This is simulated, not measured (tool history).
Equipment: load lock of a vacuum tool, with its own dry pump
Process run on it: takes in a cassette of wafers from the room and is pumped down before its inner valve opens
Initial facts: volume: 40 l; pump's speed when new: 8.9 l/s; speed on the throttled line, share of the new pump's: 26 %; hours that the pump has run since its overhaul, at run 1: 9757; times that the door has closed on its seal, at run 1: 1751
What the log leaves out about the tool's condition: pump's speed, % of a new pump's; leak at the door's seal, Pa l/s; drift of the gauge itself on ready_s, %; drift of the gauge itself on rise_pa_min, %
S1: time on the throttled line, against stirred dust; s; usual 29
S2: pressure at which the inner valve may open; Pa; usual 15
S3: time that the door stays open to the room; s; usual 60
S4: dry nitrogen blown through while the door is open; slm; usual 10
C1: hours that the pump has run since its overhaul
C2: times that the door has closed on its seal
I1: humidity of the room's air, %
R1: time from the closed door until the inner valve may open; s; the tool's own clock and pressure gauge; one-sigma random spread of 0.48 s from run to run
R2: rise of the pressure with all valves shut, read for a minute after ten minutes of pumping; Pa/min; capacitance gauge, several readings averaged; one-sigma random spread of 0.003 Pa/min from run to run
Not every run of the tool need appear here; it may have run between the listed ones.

Run 1, hour 0.0: usual settings; C1 9757; C2 1751; I1 48.4. Result: R1 67.3 s, R2 0.060 Pa/min.
Run 2, hour 55.0: usual settings; C1 9812; C2 1819; I1 47.9. Result: R1 66.9 s, R2 0.060 Pa/min.
Run 3, hour 113.8: usual settings; C1 9871; C2 1892; I1 44.6. Result: R1 67.1 s, R2 0.059 Pa/min.
Run 4, hour 161.9: usual settings; C1 9919; C2 1951; I1 48.5. Result: R1 66.3 s, R2 0.070 Pa/min.
Run 5, hour 206.0: usual settings; C1 9963; C2 2006; I1 45.8. Result: R1 66.1 s, R2 0.060 Pa/min.
Run 6, hour 278.8: usual settings; C1 10036; C2 2096; I1 45.6. Result: R1 67.2 s, R2 0.063 Pa/min.
Run 7, hour 356.3: usual settings; C1 10113; C2 2192; I1 43.8. Result: R1 66.4 s, R2 0.059 Pa/min.
Run 8, hour 416.0: usual settings; C1 10173; C2 2266; I1 48.3. Result: R1 66.2 s, R2 0.065 Pa/min.
Run 9, hour 473.6: usual settings; C1 10231; C2 2337; I1 40.6. Result: R1 67.2 s, R2 0.054 Pa/min.
Run 10, hour 562.5: usual settings; C1 10320; C2 2447; I1 47.8. Result: R1 66.7 s, R2 0.061 Pa/min.
Run 11, hour 636.6: usual settings but S2 25 Pa; C1 10394; C2 2539; I1 46.6. Result: R1 63.7 s, R2 0.066 Pa/min.
Run 12, hour 721.6: usual settings but S2 25 Pa, S3 34 s; C1 10479; C2 2644; I1 43.2. Result: R1 64.8 s, R2 0.047 Pa/min.
Run 13, hour 804.2: usual settings but S2 25 Pa, S3 34 s; C1 10561; C2 2747; I1 45.7. Result: R1 64.9 s, R2 0.049 Pa/min.
Run 14, hour 844.7: usual settings but S1 38 s; C1 10602; C2 2797; I1 46.4. Result: R1 73.5 s, R2 0.066 Pa/min.
Run 15, hour 908.3: usual settings; C1 10665; C2 2876; I1 41.8. Result: R1 67.6 s, R2 0.057 Pa/min.
Run 16, hour 976.9: usual settings; C1 10734; C2 2960; I1 43.8. Result: R1 67.2 s, R2 0.065 Pa/min.
Run 17, hour 1061.2: usual settings but S1 50 s; C1 10818; C2 3065; I1 44.0. Result: R1 82.4 s, R2 0.060 Pa/min.
Run 18, hour 1108.0: usual settings but S2 25 Pa; C1 10865; C2 3123; I1 43.9. Result: R1 64.0 s, R2 0.062 Pa/min.
Run 19, hour 1151.7: usual settings but S2 25 Pa; C1 10909; C2 3177; I1 45.0. Result: R1 64.7 s, R2 0.064 Pa/min.
Run 20, hour 1236.4: usual settings but S2 25 Pa; C1 10994; C2 3282; I1 45.0. Result: R1 63.1 s, R2 0.071 Pa/min.
Run 21, hour 1296.2: usual settings but S1 16 s, S2 12 Pa; C1 11053; C2 3356; I1 46.7. Result: R1 59.5 s, R2 0.065 Pa/min.
At hour 1337.1: dry pump taken out, an overhauled one fitted.
Run 22, hour 1360.0: usual settings but S1 16 s, S2 12 Pa; C1 23; C2 3427; I1 45.8. Result: R1 52.3 s, R2 0.066 Pa/min.
Run 23, hour 1420.7: usual settings but S1 39 s, S2 16 Pa, S3 99 s, S4 17 slm; C1 84; C2 3503; I1 45.2. Result: R1 69.0 s, R2 0.073 Pa/min.
Run 24, hour 1457.3: usual settings but S1 39 s, S2 16 Pa, S3 237 s, S4 17 slm; C1 120; C2 3548; I1 42.0. Result: R1 69.3 s, R2 0.095 Pa/min.
Run 25, hour 1530.8: usual settings but S1 39 s, S2 16 Pa, S3 26 s, S4 17 slm; C1 194; C2 3639; I1 44.4. Result: R1 68.7 s, R2 0.035 Pa/min.
Run 26, hour 1584.1: usual settings but S1 28 s, S2 17 Pa, S3 228 s, S4 6 slm; C1 247; C2 3705; I1 40.3. Result: R1 60.8 s, R2 0.122 Pa/min.
Run 27, hour 1650.3: usual settings but S1 28 s, S2 17 Pa, S3 228 s, S4 6 slm; C1 313; C2 3787; I1 48.1. Result: R1 60.6 s, R2 0.151 Pa/min.
Run 28, hour 1720.8: usual settings but S1 28 s, S2 17 Pa, S3 228 s, S4 6 slm; C1 384; C2 3874; I1 44.7. Result: R1 60.2 s, R2 0.140 Pa/min.
Run 29, hour 1787.4: usual settings but S2 14 Pa, S3 55 s; C1 450; C2 3957; I1 41.0. Result: R1 62.2 s, R2 0.061 Pa/min.
Run 30, hour 1849.1: usual settings but S1 20 s, S2 22 Pa, S3 38 s, S4 13 slm; C1 512; C2 4033; I1 46.3. Result: R1 53.7 s, R2 0.052 Pa/min.

Estimate the outcome of run 31 from the log above:
Run 31, hour 1917.8: usual settings but S1 20 s, S3 44 s, S4 5 slm; C1 581; C2 4118; I1 46.2. Result: R1 ?, R2 ?.

{"run 31": {"R1": 55.3, "R2": 0.072}}
With no hidden state in the tool, this same run would have given R1 54.9 s, R2 0.061 Pa/min.

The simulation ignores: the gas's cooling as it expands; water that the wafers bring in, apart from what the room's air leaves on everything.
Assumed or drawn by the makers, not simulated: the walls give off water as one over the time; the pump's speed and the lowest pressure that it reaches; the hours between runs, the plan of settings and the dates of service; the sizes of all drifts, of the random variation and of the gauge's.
